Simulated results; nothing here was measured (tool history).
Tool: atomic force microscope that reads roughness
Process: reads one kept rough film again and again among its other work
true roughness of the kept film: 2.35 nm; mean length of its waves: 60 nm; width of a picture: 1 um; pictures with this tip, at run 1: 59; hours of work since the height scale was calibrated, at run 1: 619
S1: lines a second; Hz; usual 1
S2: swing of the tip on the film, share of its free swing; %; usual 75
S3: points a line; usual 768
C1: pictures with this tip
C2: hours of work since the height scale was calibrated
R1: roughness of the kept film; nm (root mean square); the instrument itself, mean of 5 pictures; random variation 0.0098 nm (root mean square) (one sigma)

run   hour    S1  S2   S3   C1   C2     R1
  1      0     1  75  768   59  619  2.157
  2   19.5     1  75  768   79  628  2.142
  3   53.7     1  75  768  113  643  2.135
  4   73.9     1  75  768  133  651  2.115
      95.8  -- new tip fitted
  5   95.8     1  75  768    0  661  2.191
  6  121.6  1.42  75  768   25  672  2.151
  7  147.2     2  87  938   51  683  1.953
  8  179.9     2  87  938   83  697  1.958
  9  201.3     2  87  938  104  706  1.942
 10  231.6  3.77  59  482  134  719  2.064

Hidden state or all else? Some run-to-run changes of R1, split into what the settings, what came in and random variation would give without the hidden state, and what is left for the hidden state (with any gauge scatter that isn't in both results):
The hidden state here: radius of the tip, nm; height scale over the true one, %; drift of the gauge itself on roughness_nm, %.
Run 4 -> 5: new tip fitted. R1 +0.076 nm (root mean square): hidden state +0.091, all else -0.015.
Run 6 -> 7: S1 1.42 -> 2, S2 75 -> 87, S3 768 -> 938. R1 -0.198 nm (root mean square): hidden state -0.012, all else -0.186.
